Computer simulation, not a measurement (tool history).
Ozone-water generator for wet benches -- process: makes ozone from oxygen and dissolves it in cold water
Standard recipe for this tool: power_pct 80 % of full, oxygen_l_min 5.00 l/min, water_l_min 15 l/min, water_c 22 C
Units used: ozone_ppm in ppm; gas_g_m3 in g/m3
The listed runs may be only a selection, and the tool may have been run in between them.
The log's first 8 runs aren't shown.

run	hour	power_pct	oxygen_l_min	water_l_min	water_c	hours of work since the electrodes were changed	hours of work since the contactor was cleaned	hours of work since the thermometer was calibrated	ozone_ppm	gas_g_m3
9	353.2	59	5.00	15	22	830	425	3609	16.5	125.5
10	407.8	59	5.00	15	22	884	479	3663	16.5	127.1
11	449.5	59	5.00	15	22	925	520	3704	16.4	126.2
12	488.5	59	2.78	15	22	963	558	3742	17.8	186.8
13	518.5	59	2.78	15	22	993	588	3772	17.7	185.3
14	583.8	45	5.00	15	22	1057	653	3836	13.2	101.5
15	646.3	45	5.00	15	22	1119	714	3898	13.2	101.1
16	692.0	80	5.00	10	22	1164	760	3943	25.5	159.1
17	739.4	80	5.00	23	21	1211	806	3990	15.5	159.2
18	803.4	80	4.68	12	21	1274	870	4053	24.1	166.4
19	847.1	46	5.00	15	24	1318	913	4097	12.9	103.1
20	881.8	96	4.19	19	22	1352	947	4131	21.0	208.1
# hour 900.5: water thermometer calibrated
21	933.0	63	5.00	15	18	1402	997	32	18.2	131.6
22	960.8	80	8.55	10	22	1429	1025	60	20.6	110.9
23	1015.3	70	6.43	18	22	1483	1078	113	15.7	120.7
24	1064.3	55	6.75	12	23	1532	1127	162	15.4	97.8
25	1101.8	55	2.80	12	15	1569	1164	199	21.2	175.1
26	1156.3	66	5.48	15	23	1623	1218	253	17.2	127.4

What will run 27 give?
27	1218.4	66	5.48	15	23	1684	1279	314	?	?

Run 27 measured ozone_ppm 16.8 ppm, gas_g_m3 128.2 g/m3.
Had the tool carried no hidden state, the very same run would have given ozone_ppm 17.5 ppm, gas_g_m3 132.1 g/m3.
